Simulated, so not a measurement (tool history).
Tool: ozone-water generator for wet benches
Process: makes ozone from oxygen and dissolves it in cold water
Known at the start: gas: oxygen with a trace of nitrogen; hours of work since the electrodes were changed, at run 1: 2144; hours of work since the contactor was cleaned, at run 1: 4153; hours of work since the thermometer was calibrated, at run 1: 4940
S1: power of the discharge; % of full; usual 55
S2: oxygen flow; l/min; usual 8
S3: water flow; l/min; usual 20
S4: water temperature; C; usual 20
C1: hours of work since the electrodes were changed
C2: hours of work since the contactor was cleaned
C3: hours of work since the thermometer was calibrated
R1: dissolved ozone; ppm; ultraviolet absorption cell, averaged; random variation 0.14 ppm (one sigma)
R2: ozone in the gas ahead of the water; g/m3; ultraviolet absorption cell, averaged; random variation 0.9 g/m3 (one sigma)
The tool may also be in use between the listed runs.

run	hour	S1	S2	S3	S4	C1	C2	C3	R1	R2
1	0	55	8	20	20	2144	4153	4940	15.5	140.6
2	65.1	55	8	20	20	2204	4213	5000	15.5	140.8
3	144.9	55	8	20	14	2277	4286	5073	16.8	137.8
4	198	55	8	20	14	2326	4335	5122	17	138.8
5	234.1	55	8	20	14	2359	4368	5155	17.1	138.4
6	293.1	55	10.34	20	20	2413	4422	5209	14.3	117.7
7	365.3	55	8	20	26	2479	4488	5275	13.5	139.8
8	445.4	55	8	20	26	2553	4561	5348	13.2	138
9	518.9	55	8.76	20	20	2620	4629	5416	14.5	130.3
10	573.5	55	8	22	20	2670	4679	5466	13.8	138.4
11	647.2	55	8	20	16	2737	4746	5533	16.2	137.7
12	692.9	55	8	20	16	2779	4788	5575	16	136.1
13	766	55	8	20	20	2846	4855	5642	14.9	136.4
14	799.6	55	8	20	20	2877	4886	5673	14.5	135.6
15	849.9	55	8	28	20	2923	4932	5719	11.4	136
# hour 871.2: water thermometer calibrated
16	914.1	55	4.58	28	20	2982	4991	39	11.9	196.4

The next listed run, before its measurement:
17	976.4	55	4.58	28	20	3039	5048	96	?	?

{"run 17": {"R1": 11.9, "R2": 196.7}}
Without the tool's hidden state the same run would have given R1 13.9 ppm, R2 216.9 g/m3.
